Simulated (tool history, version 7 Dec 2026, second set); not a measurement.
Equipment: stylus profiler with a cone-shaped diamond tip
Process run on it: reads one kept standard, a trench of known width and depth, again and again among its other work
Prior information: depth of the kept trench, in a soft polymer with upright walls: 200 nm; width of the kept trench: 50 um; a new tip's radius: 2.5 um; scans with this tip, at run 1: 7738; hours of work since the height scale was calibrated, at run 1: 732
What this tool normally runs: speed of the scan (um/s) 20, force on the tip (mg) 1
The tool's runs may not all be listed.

run    hour  speed of the scan (um/s)  force on the tip (mg)  scans with this tip  hours of work since the height scale was calibrated  depth of the trench (angstrom)  width of the trench's floor (um)
  1       0                        20                      1                 7738                                                  732                          2013.6                             47.27
  2    17.7                        20                      1                 7829                                                  741                          2011.9                             47.29
  3    51.8                        20                      1                 8004                                                  758                            2012                             47.27
  4    70.8                        20                      1                 8101                                                  767                          2013.1                             47.23
  5    97.5                        20                      1                 8239                                                  780                          2012.7                             47.23
  6   128.3                        20                      1                 8397                                                  795                          2013.5                             47.18
  7   149.4                        20                   2.44                 8506                                                  805                          2017.2                             47.23
  8   174.8                        20                   2.44                 8636                                                  818                          2019.8                             47.29
  9   203.5                        20                   2.44                 8784                                                  832                          2019.9                             47.21
 10   227.7                        20                   2.44                 8908                                                  843                          2019.3                             47.21
 11   260.9                        20                      1                 9079                                                  859                          2012.3                             47.21
 12   279.8                        20                      1                 9176                                                  869                          2013.1                             47.17
 13   294.6                        20                      1                 9252                                                  876                            2013                             47.16
 14   329.1                        20                      1                 9429                                                  893                          2014.1                             47.17
 15   355.5                        20                      1                 9565                                                  905                          2013.2                             47.19
 16   382.3                        20                      1                 9702                                                  918                          2013.6                              47.1
 17   402.9                         9                      1                 9808                                                  929                          2014.7                             47.18
 18   425.8                         9                      1                 9926                                                  940                            2014                             47.15
 19     458                         9                      1                10092                                                  955                          2012.8                             47.14
 20   490.2                         9                      1                10257                                                  971                          2014.1                             47.15
 21   513.5                         9                      1                10377                                                  982                            2015                             47.11
 22   547.2                        20                   2.36                10550                                                  999                          2020.5                             47.15
 23   573.6                        20                   2.36                10686                                                 1012                          2018.5                              47.1
 24   601.4                        20                   2.36                10829                                                 1025                          2020.4                             47.11
 25   617.6                        20                   2.36                10912                                                 1033                          2019.2                             47.06
 26   637.5                        47                   1.34                11015                                                 1043                          2017.7                             46.92
 27   671.5                        20                   0.97                11189                                                 1059                          2014.2                             47.03
 28   689.7                        20                   0.97                11283                                                 1068                          2014.6                             47.03
 29   717.8                        20                   0.97                11427                                                 1082                            2016                             46.96
 30   732.1                        23                   0.36                11501                                                 1089                          2012.8                             46.97
      768.7  -- new tip fitted, height scale calibrated
 31   768.7                        23                   0.36                    0                                                    0                          2004.5                             47.78
 32   798.6                        23                   0.36                  154                                                   15                          2003.6                             47.83
 33   828.1                        23                   0.36                  306                                                   29                            2004                             47.82
 34   842.3                        23                   0.36                  379                                                   36                          2004.6                             47.77
 35   857.1                        23                   0.36                  455                                                   43                          2005.7                             47.85
 36   885.7                        25                   2.08                  602                                                   57                          2012.1                             47.86
 37   912.2                        21                   1.13                  738                                                   70                          2008.6                             47.86
 38     944                         7                   0.48                  902                                                   85                          2006.7                             47.91
 39   968.9                        28                   0.49                 1030                                                   97                          2005.9                             47.75
 40   995.2                        35                      1                 1165                                                  110                            2007                             47.74
 41  1028.1                        35                      1                 1334                                                  126                          2009.8                             47.73
 42  1060.2                        21                   0.46                 1499                                                  142                          2005.8                             47.74
 43  1084.7                         8                   0.93                 1625                                                  154                          2008.3                             47.82
 44  1113.7                         8                   1.36                 1774                                                  168                          2010.2                             47.78
 45    1131                        19                      1                 1863                                                  176                            2009                             47.72
 46  1157.4                        19                      1                 1998                                                  189                          2009.8                             47.72
 47  1184.1                        36                   0.36                 2136                                                  202                          2004.9                             47.55

Results for each run, recomputed without the tool's hidden state and with each run's random variation untouched:
Hidden state present: radius of the tip, um; height scale over the true one, %; drift of the gauge itself on depth_nm, %; drift of the gauge itself on floor_um, %.
run  depth of the trench (angstrom)  width of the trench's floor (um)
  1                            2009                             47.93
  2                          2007.2                             47.97
  3                          2007.2                             47.96
  4                          2008.2                             47.92
  5                          2007.7                             47.93
  6                          2008.4                              47.9
  7                            2012                             47.95
  8                          2014.6                             48.02
  9                          2014.5                             47.95
 10                          2013.8                             47.96
 11                          2006.8                             47.97
 12                          2007.5                             47.94
 13                          2007.4                             47.93
 14                          2008.4                             47.95
 15                          2007.4                             47.98
 16                          2007.6                              47.9
 17                          2008.7                             47.98
 18                          2007.9                             47.97
 19                          2006.5                             47.96
 20                          2007.8                             47.99
 21                          2008.6                             47.96
 22                            2014                             48.01
 23                          2011.8                             47.97
 24                          2013.6                             47.99
 25                          2012.5                             47.95
 26                          2010.8                             47.81
 27                          2007.3                             47.94
 28                          2007.6                             47.94
 29                          2008.9                             47.88
 30                          2005.6                             47.89
 31                          2004.2                              47.8
 32                          2003.3                             47.86
 33                          2003.6                             47.87
 34                          2004.1                             47.83
 35                          2005.2                             47.91
 36                          2011.5                             47.93
 37                          2007.9                             47.95
 38                          2005.9                             48.02
 39                            2005                             47.86
 40                          2006.1                             47.86
 41                          2008.7                             47.87
 42                          2004.6                             47.89
 43                            2007                             47.99
 44                          2008.8                             47.96
 45                          2007.6                             47.91
 46                          2008.2                             47.92
 47                          2003.3                             47.76

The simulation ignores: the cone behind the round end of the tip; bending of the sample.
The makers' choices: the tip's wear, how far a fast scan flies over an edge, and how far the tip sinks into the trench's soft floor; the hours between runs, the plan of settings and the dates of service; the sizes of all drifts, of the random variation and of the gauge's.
